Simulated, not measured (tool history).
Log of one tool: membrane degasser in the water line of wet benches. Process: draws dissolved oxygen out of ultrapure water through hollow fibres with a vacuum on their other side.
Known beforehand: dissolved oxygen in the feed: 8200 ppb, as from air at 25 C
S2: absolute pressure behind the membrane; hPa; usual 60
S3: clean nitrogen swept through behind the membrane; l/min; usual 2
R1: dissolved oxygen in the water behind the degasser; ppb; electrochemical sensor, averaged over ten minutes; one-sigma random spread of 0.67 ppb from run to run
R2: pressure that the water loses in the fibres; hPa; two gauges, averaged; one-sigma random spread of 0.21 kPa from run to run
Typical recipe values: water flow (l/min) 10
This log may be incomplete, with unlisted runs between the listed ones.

{"run": 1, "hour": 0.0, "water flow (l/min)": 10, "S2": 60, "S3": 2, "R1": 75.3, "R2": 526.3}
{"run": 2, "hour": 292.8, "water flow (l/min)": 10, "S2": 60, "S3": 2, "R1": 76, "R2": 528.5}
{"hour": 440.8, "done": "vacuum gauge calibrated"}
{"run": 3, "hour": 488.0, "water flow (l/min)": 10, "S2": 60, "S3": 1.55, "R1": 81.7, "R2": 530.5}
{"run": 4, "hour": 702.7, "water flow (l/min)": 10, "S2": 60, "S3": 1.55, "R1": 83.7, "R2": 535.3}
{"run": 5, "hour": 868.4, "water flow (l/min)": 10, "S2": 60, "S3": 1.55, "R1": 84.4, "R2": 530.3}
{"run": 6, "hour": 1089.8, "water flow (l/min)": 10, "S2": 60, "S3": 1.55, "R1": 84.8, "R2": 533.3}
{"run": 7, "hour": 1231.3, "water flow (l/min)": 10, "S2": 60, "S3": 1.55, "R1": 84.1, "R2": 533.3}
{"run": 8, "hour": 1479.5, "water flow (l/min)": 10, "S2": 60, "S3": 1.55, "R1": 84.8, "R2": 531.4}
{"run": 9, "hour": 1607.4, "water flow (l/min)": 10, "S2": 60, "S3": 2, "R1": 76.1, "R2": 536.8}
{"run": 10, "hour": 1784.3, "water flow (l/min)": 10, "S2": 60, "S3": 2, "R1": 75.7, "R2": 536.6}
{"run": 11, "hour": 2089.3, "water flow (l/min)": 10, "S2": 60, "S3": 2, "R1": 77.9, "R2": 538.8}
{"run": 12, "hour": 2320.3, "water flow (l/min)": 10, "S2": 97.1, "S3": 2, "R1": 123.6, "R2": 538.7}
{"run": 13, "hour": 2568.7, "water flow (l/min)": 16, "S2": 60, "S3": 2, "R1": 226.7, "R2": 863.9}
{"run": 14, "hour": 2816.5, "water flow (l/min)": 10, "S2": 113.5, "S3": 2, "R1": 148.7, "R2": 542.5}
{"run": 15, "hour": 2950.5, "water flow (l/min)": 10, "S2": 113.5, "S3": 2, "R1": 146.9, "R2": 537.8}

Estimate the outcome of run 16 from the log above:
{"run": 16, "hour": 3184.7, "water flow (l/min)": 10, "S2": 60, "S3": 4.62, "R1": "?", "R2": "?"}

Logged for run 16: R1 59.2 ppb, R2 543 hPa.
With no hidden state in the tool, this same run would have given R1 41.3 ppb, R2 497.9 hPa.
